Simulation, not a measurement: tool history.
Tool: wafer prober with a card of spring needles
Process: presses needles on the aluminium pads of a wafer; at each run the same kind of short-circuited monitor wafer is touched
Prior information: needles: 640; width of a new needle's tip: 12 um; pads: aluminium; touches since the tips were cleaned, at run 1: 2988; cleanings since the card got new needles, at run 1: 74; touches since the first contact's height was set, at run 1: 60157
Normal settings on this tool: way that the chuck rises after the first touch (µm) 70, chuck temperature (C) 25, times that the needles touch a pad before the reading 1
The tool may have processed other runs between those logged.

| run | day | way that the chuck rises after the first touch (µm) | chuck temperature (C) | times that the needles touch a pad before the reading | touches since the tips were cleaned | cleanings since the card got new needles | touches since the first contact's height was set | resistance of one needle with its contact and lead (mohm) | way that a needle slides on the pad (µm) |
|---|---|---|---|---|---|---|---|---|---|
| 1 | 0 | 70 | 25 | 1 | 2988 | 74 | 60157 | 131 | 13.78 |
|  | 0.438 | tips cleaned on abrasive film |
|  | 1.171 | tips cleaned on abrasive film |
| 2 | 1.617 | 70 | 25 | 1 | 5013 | 76 | 78188 | 127 | 13.78 |
|  | 1.767 | tips cleaned on abrasive film |
|  | 2.412 | tips cleaned on abrasive film |
| 3 | 2.854 | 74 | 25 | 1 | 4980 | 78 | 91986 | 126 | 14.57 |
|  | 3.117 | tips cleaned on abrasive film |
|  | 3.85 | tips cleaned on abrasive film |
| 4 | 3.942 | 74 | 25 | 1 | 1050 | 80 | 104088 | 128 | 14.57 |
|  | 4.5 | tips cleaned on abrasive film |
|  | 5.192 | tips cleaned on abrasive film |
| 5 | 5.5 | 74 | 25 | 1 | 3467 | 82 | 121445 | 129 | 14.55 |
|  | 5.783 | tips cleaned on abrasive film |
|  | 6.517 | tips cleaned on abrasive film |
|  | 7.188 | tips cleaned on abrasive film |
| 6 | 7.75 | 74 | 25 | 2 | 6288 | 85 | 146525 | 128 | 14.55 |
|  | 7.871 | tips cleaned on abrasive film |
|  | 8.538 | tips cleaned on abrasive film |
|  | 9.262 | tips cleaned on abrasive film |
| 7 | 9.8 | 74 | 25 | 2 | 6027 | 88 | 169398 | 127 | 14.57 |
|  | 9.95 | tips cleaned on abrasive film |
|  | 10.629 | tips cleaned on abrasive film |
|  | 11.3 | tips cleaned on abrasive film |
| 8 | 11.354 | 74 | 25 | 2 | 611 | 91 | 186690 | 127 | 14.59 |
|  | 11.904 | tips cleaned on abrasive film |
|  | 12.608 | tips cleaned on abrasive film |
| 9 | 12.671 | 74 | 25 | 2 | 725 | 93 | 201371 | 129 | 14.57 |
|  | 13.217 | tips cleaned on abrasive film |
|  | 13.846 | tips cleaned on abrasive film |
|  | 14.579 | tips cleaned on abrasive film |
| 10 | 14.962 | 74 | 25 | 2 | 4334 | 96 | 226920 | 125 | 14.58 |
|  | 15.217 | tips cleaned on abrasive film |
|  | 15.846 | tips cleaned on abrasive film |
| 11 | 15.996 | 74 | 25 | 2 | 1654 | 98 | 238384 | 126 | 14.57 |
|  | 16.492 | tips cleaned on abrasive film |
|  | 17.088 | height of the first contact set anew |
|  | 17.238 | tips cleaned on abrasive film |
| 12 | 17.692 | 70 | 122 | 3 | 5069 | 100 | 6703 | 142 | 13.78 |
|  | 17.825 | tips cleaned on abrasive film |
|  | 18.488 | tips cleaned on abrasive film |
|  | 19.212 | tips cleaned on abrasive film |
| 13 | 19.25 | 59 | 122 | 3 | 414 | 103 | 24055 | 143 | 11.62 |
|  | 19.933 | tips cleaned on abrasive film |
|  | 20.567 | tips cleaned on abrasive film |
|  | 21.262 | tips cleaned on abrasive film |
| 14 | 21.338 | 59 | 26 | 2 | 843 | 106 | 47298 | 129 | 11.62 |
|  | 21.983 | tips cleaned on abrasive film |
|  | 22.696 | tips cleaned on abrasive film |
| 15 | 22.942 | 60 | 29 | 2 | 2772 | 108 | 65233 | 131 | 11.79 |

For each entry between runs, how does the tool's hidden state at the last listed run before it compare with that at the first listed run after it?
Run 1 -> run 2: tips cleaned on abrasive film (day 0.438); tips cleaned on abrasive film (day 1.171)
  debris on the tips, nm: 0.6 -> 0.8
Run 2 -> run 3: tips cleaned on abrasive film (day 1.767); tips cleaned on abrasive film (day 2.412)
  debris on the tips, nm: 0.8 -> 0.7
Run 3 -> run 4: tips cleaned on abrasive film (day 3.117); tips cleaned on abrasive film (day 3.85)
  debris on the tips, nm: 0.7 -> 0.3; way that the needles fall short of the set height, um: 0 -> 0.01
Run 4 -> run 5: tips cleaned on abrasive film (day 4.5); tips cleaned on abrasive film (day 5.192)
  debris on the tips, nm: 0.3 -> 0.7
Run 5 -> run 6: tips cleaned on abrasive film (day 5.783); tips cleaned on abrasive film (day 6.517); tips cleaned on abrasive film (day 7.188)
  debris on the tips, nm: 0.7 -> 0.8
Run 6 -> run 7: tips cleaned on abrasive film (day 7.871); tips cleaned on abrasive film (day 8.538); tips cleaned on abrasive film (day 9.262)
  no difference in the tool's unlogged condition between these two runs
Run 7 -> run 8: tips cleaned on abrasive film (day 9.95); tips cleaned on abrasive film (day 10.629); tips cleaned on abrasive film (day 11.3)
  debris on the tips, nm: 0.8 -> 0.3
Run 8 -> run 9: tips cleaned on abrasive film (day 11.904); tips cleaned on abrasive film (day 12.608)
  no difference in the tool's unlogged condition between these two runs
Run 9 -> run 10: tips cleaned on abrasive film (day 13.217); tips cleaned on abrasive film (day 13.846); tips cleaned on abrasive film (day 14.579)
  debris on the tips, nm: 0.3 -> 0.8
Run 10 -> run 11: tips cleaned on abrasive film (day 15.217); tips cleaned on abrasive film (day 15.846)
  debris on the tips, nm: 0.8 -> 0.4
Run 11 -> run 12: tips cleaned on abrasive film (day 16.492); height of the first contact set anew (day 17.088); tips cleaned on abrasive film (day 17.238)
  debris on the tips, nm: 0.4 -> 0.8; way that the needles fall short of the set height, um: 0.01 -> 0
Run 12 -> run 13: tips cleaned on abrasive film (day 17.825); tips cleaned on abrasive film (day 18.488); tips cleaned on abrasive film (day 19.212)
  debris on the tips, nm: 0.8 -> 0.2
Run 13 -> run 14: tips cleaned on abrasive film (day 19.933); tips cleaned on abrasive film (day 20.567); tips cleaned on abrasive film (day 21.262)
  debris on the tips, nm: 0.2 -> 0.3
Run 14 -> run 15: tips cleaned on abrasive film (day 21.983); tips cleaned on abrasive film (day 22.696)
  debris on the tips, nm: 0.3 -> 0.6

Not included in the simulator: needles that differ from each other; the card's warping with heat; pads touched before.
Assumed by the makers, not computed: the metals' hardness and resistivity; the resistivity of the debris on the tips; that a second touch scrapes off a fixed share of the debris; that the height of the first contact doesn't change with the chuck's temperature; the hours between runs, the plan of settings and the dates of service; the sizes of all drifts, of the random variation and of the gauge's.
